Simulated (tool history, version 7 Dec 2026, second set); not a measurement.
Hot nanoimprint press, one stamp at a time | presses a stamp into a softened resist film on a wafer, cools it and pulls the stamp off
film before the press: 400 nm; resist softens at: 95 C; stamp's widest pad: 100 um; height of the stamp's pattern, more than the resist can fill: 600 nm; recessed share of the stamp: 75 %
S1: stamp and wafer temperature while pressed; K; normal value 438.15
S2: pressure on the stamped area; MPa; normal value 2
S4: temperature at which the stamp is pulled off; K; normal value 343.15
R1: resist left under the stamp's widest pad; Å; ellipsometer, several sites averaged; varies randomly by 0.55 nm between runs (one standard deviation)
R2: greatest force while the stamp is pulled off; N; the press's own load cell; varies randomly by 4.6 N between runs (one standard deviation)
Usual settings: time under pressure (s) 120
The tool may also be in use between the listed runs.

run 1 hour=0 | S1=438.15 S2=2 time_under_pressure_(s)=120 S4=343.15 | R1=1827 R2=316
run 2 hour=37.5 | S1=438.15 S2=2 time_under_pressure_(s)=120 S4=343.15 | R1=1810 R2=327
run 3 hour=66.8 | S1=438.15 S2=2 time_under_pressure_(s)=120 S4=343.15 | R1=1823 R2=338
run 4 hour=97 | S1=438.15 S2=2 time_under_pressure_(s)=120 S4=333.15 | R1=1821 R2=402
run 5 hour=124.1 | S1=431.15 S2=2 time_under_pressure_(s)=120 S4=343.15 | R1=2339 R2=359
run 6 hour=143.5 | S1=431.15 S2=2 time_under_pressure_(s)=120 S4=343.15 | R1=2312 R2=358
run 7 hour=161.2 | S1=431.15 S2=2 time_under_pressure_(s)=120 S4=343.15 | R1=2328 R2=361
run 8 hour=181.4 | S1=438.15 S2=2 time_under_pressure_(s)=120 S4=344.15 | R1=1815 R2=368
run 9 hour=212.3 | S1=438.15 S2=2 time_under_pressure_(s)=120 S4=344.15 | R1=1815 R2=393
run 10 hour=228.5 | S1=438.15 S2=2 time_under_pressure_(s)=120 S4=344.15 | R1=1803 R2=391
run 11 hour=250.5 | S1=438.15 S2=2 time_under_pressure_(s)=120 S4=340.15 | R1=1794 R2=415
-- hour=265.3 stamp cleaned and given a new release coat
run 12 hour=281.1 | S1=438.15 S2=2 time_under_pressure_(s)=120 S4=340.15 | R1=1800 R2=230
run 13 hour=316.3 | S1=438.15 S2=2 time_under_pressure_(s)=120 S4=340.15 | R1=1796 R2=246
run 14 hour=339.1 | S1=438.15 S2=1.83 time_under_pressure_(s)=120 S4=343.15 | R1=1866 R2=238
run 15 hour=361.6 | S1=438.15 S2=2 time_under_pressure_(s)=120 S4=343.15 | R1=1804 R2=246
run 16 hour=398.5 | S1=438.15 S2=2 time_under_pressure_(s)=120 S4=343.15 | R1=1796 R2=269
run 17 hour=424.6 | S1=447.15 S2=1.71 time_under_pressure_(s)=86 S4=336.15 | R1=1600 R2=291
run 18 hour=453.3 | S1=437.15 S2=2 time_under_pressure_(s)=196 S4=343.15 | R1=1533 R2=283
run 19 hour=482.4 | S1=435.15 S2=2 time_under_pressure_(s)=196 S4=335.15 | R1=1653 R2=315
run 20 hour=516.9 | S1=442.15 S2=1.54 time_under_pressure_(s)=65 S4=349.15 | R1=2185 R2=269
-- hour=521.5 plate thermocouple calibrated
run 21 hour=538.4 | S1=438.15 S2=1.28 time_under_pressure_(s)=120 S4=339.15 | R1=2123 R2=320
run 22 hour=575.6 | S1=429.15 S2=2 time_under_pressure_(s)=201 S4=343.15 | R1=2041 R2=321
run 23 hour=599.2 | S1=448.15 S2=1.61 time_under_pressure_(s)=60 S4=339.15 | R1=1806 R2=328

Run 24 is up next; what results do you expect?
run 24 hour=638.6 | S1=428.15 S2=1.31 time_under_pressure_(s)=120 S4=331.15 | R1=? R2=?

Run 24 came out at R1 2814 Å, R2 392 N.
Were there no unlogged condition in the tool, this run, its random variation unchanged, would have produced R1 2889 Å, R2 259 N.

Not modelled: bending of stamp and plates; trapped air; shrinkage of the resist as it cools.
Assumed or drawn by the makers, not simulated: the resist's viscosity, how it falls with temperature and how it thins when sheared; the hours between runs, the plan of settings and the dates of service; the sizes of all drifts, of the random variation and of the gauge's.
